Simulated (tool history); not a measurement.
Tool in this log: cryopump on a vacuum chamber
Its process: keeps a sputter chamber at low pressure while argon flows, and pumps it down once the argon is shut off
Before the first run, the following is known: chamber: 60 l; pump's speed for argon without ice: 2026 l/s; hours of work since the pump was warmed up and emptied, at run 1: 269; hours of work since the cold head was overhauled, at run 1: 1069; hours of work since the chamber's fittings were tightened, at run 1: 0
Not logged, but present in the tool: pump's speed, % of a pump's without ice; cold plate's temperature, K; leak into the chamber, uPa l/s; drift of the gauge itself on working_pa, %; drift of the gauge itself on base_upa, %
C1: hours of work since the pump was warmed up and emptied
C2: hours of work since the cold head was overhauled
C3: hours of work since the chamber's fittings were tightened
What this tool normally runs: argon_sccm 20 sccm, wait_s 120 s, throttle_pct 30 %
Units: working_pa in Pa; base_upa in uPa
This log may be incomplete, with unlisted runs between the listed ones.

Run 1, hour 0.0: usual settings; C1 269; C2 1069; C3 0. Result: working_pa 0.0565 Pa, base_upa 0.69 uPa.
Run 2, hour 46.9: usual settings; C1 308; C2 1108; C3 39. Result: working_pa 0.0568 Pa, base_upa 0.80 uPa.
Run 3, hour 81.9: usual settings; C1 337; C2 1136; C3 67. Result: working_pa 0.0574 Pa, base_upa 0.82 uPa.
Run 4, hour 124.2: usual settings; C1 371; C2 1171; C3 102. Result: working_pa 0.0569 Pa, base_upa 0.84 uPa.
Run 5, hour 204.6: usual settings; C1 437; C2 1237; C3 168. Result: working_pa 0.0584 Pa, base_upa 0.81 uPa.
Run 6, hour 274.7: usual settings; C1 495; C2 1295; C3 226. Result: working_pa 0.0588 Pa, base_upa 0.92 uPa.
Run 7, hour 332.6: usual settings but wait_s 200 s; C1 543; C2 1343; C3 274. Result: working_pa 0.0588 Pa, base_upa 0.69 uPa.
Run 8, hour 365.3: usual settings but wait_s 200 s; C1 570; C2 1370; C3 300. Result: working_pa 0.0579 Pa, base_upa 0.73 uPa.
Run 9, hour 398.6: usual settings but wait_s 200 s; C1 597; C2 1397; C3 328. Result: working_pa 0.0590 Pa, base_upa 0.75 uPa.
Run 10, hour 475.7: usual settings; C1 660; C2 1460; C3 391. Result: working_pa 0.0595 Pa, base_upa 1.05 uPa.
Run 11, hour 517.4: usual settings but throttle_pct 56 %; C1 695; C2 1495; C3 426. Result: working_pa 0.0334 Pa, base_upa 1.07 uPa.
Run 12, hour 550.7: usual settings but throttle_pct 56 %; C1 722; C2 1522; C3 453. Result: working_pa 0.0339 Pa, base_upa 1.12 uPa.
Run 13, hour 620.3: usual settings; C1 779; C2 1579; C3 510. Result: working_pa 0.0592 Pa, base_upa 1.19 uPa.
At hour 629.4: pump warmed up, emptied and cooled again.
Run 14, hour 682.2: usual settings; C1 43; C2 1626; C3 557. Result: working_pa 0.0563 Pa, base_upa 1.12 uPa.
Run 15, hour 739.1: usual settings but wait_s 107 s; C1 90; C2 1673; C3 604. Result: working_pa 0.0561 Pa, base_upa 1.20 uPa.
Run 16, hour 776.3: usual settings but wait_s 107 s; C1 121; C2 1704; C3 634. Result: working_pa 0.0570 Pa, base_upa 1.29 uPa.
Run 17, hour 855.3: usual settings but wait_s 107 s; C1 186; C2 1769; C3 699. Result: working_pa 0.0560 Pa, base_upa 1.31 uPa.
Run 18, hour 905.1: usual settings but argon_sccm 16 sccm, wait_s 51 s; C1 227; C2 1809; C3 740. Result: working_pa 0.0459 Pa, base_upa 2.09 uPa.
Run 19, hour 970.6: usual settings but argon_sccm 16 sccm, wait_s 51 s; C1 281; C2 1863; C3 794. Result: working_pa 0.0453 Pa, base_upa 2.09 uPa.
Run 20, hour 1009.4: usual settings but argon_sccm 16 sccm, wait_s 35 s; C1 313; C2 1895; C3 826. Result: working_pa 0.0456 Pa, base_upa 2.68 uPa.
Run 21, hour 1059.5: usual settings but argon_sccm 16 sccm, wait_s 35 s; C1 354; C2 1936; C3 867. Result: working_pa 0.0466 Pa, base_upa 2.86 uPa.
Run 22, hour 1114.7: usual settings but throttle_pct 23 %; C1 399; C2 1982; C3 913. Result: working_pa 0.0735 Pa, base_upa 1.48 uPa.
Run 23, hour 1165.4: usual settings but argon_sccm 19 sccm, wait_s 129 s; C1 441; C2 2024; C3 954. Result: working_pa 0.0552 Pa, base_upa 1.42 uPa.
Run 24, hour 1229.6: usual settings but argon_sccm 11 sccm, wait_s 129 s; C1 494; C2 2076; C3 1007. Result: working_pa 0.0326 Pa, base_upa 1.46 uPa.
Run 25, hour 1273.3: usual settings but argon_sccm 11 sccm, wait_s 82 s; C1 530; C2 2112; C3 1043. Result: working_pa 0.0315 Pa, base_upa 1.83 uPa.
Run 26, hour 1319.8: usual settings but argon_sccm 15 sccm, wait_s 82 s; C1 568; C2 2151; C3 1081. Result: working_pa 0.0434 Pa, base_upa 1.85 uPa.
Run 27, hour 1361.7: usual settings but argon_sccm 15 sccm, wait_s 82 s; C1 602; C2 2185; C3 1116. Result: working_pa 0.0434 Pa, base_upa 1.92 uPa.
Run 28, hour 1424.9: usual settings but wait_s 207 s, throttle_pct 29 %; C1 654; C2 2237; C3 1168. Result: working_pa 0.0607 Pa, base_upa 1.50 uPa.
Run 29, hour 1496.4: usual settings but argon_sccm 12 sccm, wait_s 29 s, throttle_pct 17 %; C1 713; C2 2296; C3 1227. Result: working_pa 0.0603 Pa, base_upa 3.54 uPa.
Run 30, hour 1543.7: usual settings but argon_sccm 12 sccm, wait_s 29 s, throttle_pct 17 %; C1 752; C2 2335; C3 1266. Result: working_pa 0.0603 Pa, base_upa 3.52 uPa.
Run 31, hour 1579.0: usual settings but argon_sccm 12 sccm, wait_s 29 s, throttle_pct 17 %; C1 781; C2 2364; C3 1295. Result: working_pa 0.0621 Pa, base_upa 3.68 uPa.
At hour 1590.6: pump warmed up, emptied and cooled again.
Run 32, hour 1617.6: usual settings but argon_sccm 37 sccm; C1 22; C2 2391; C3 1322. Result: working_pa 0.1044 Pa, base_upa 1.62 uPa.
Run 33, hour 1681.0: usual settings but argon_sccm 11 sccm, throttle_pct 28 %; C1 74; C2 2444; C3 1374. Result: working_pa 0.0327 Pa, base_upa 1.71 uPa.
Run 34, hour 1739.7: usual settings but argon_sccm 35 sccm, wait_s 182 s; C1 123; C2 2492; C3 1423. Result: working_pa 0.0993 Pa, base_upa 1.52 uPa.

Each row is a separate what-if for the run after 34, all from the same tool condition, not one after another. Results?
Run A, hour 1786.0: usual settings but argon_sccm 9 sccm, wait_s 49 s; C1 161; C2 2530; C3 1461. Result: working_pa ?, base_upa ?.
Run B, hour 1786.0: usual settings but argon_sccm 11 sccm, wait_s 35 s, throttle_pct 19 %; C1 161; C2 2530; C3 1461. Result: working_pa ?, base_upa ?.
Run C, hour 1786.0: usual settings but wait_s 215 s; C1 161; C2 2530; C3 1461. Result: working_pa ?, base_upa ?.
Run D, hour 1786.0: usual settings but argon_sccm 23 sccm, wait_s 78 s, throttle_pct 16 %; C1 161; C2 2530; C3 1461. Result: working_pa ?, base_upa ?.

run  working_pa  base_upa
  A      0.0262      2.66
  B      0.0489      3.25
  C      0.0568      1.51
  D      0.1222      2.07
Without the tool's hidden state the same runs would have given:
run  working_pa  base_upa
  A      0.0257      1.58
  B      0.0483      2.18
  C      0.0557      0.46
  D      0.1210      1.03

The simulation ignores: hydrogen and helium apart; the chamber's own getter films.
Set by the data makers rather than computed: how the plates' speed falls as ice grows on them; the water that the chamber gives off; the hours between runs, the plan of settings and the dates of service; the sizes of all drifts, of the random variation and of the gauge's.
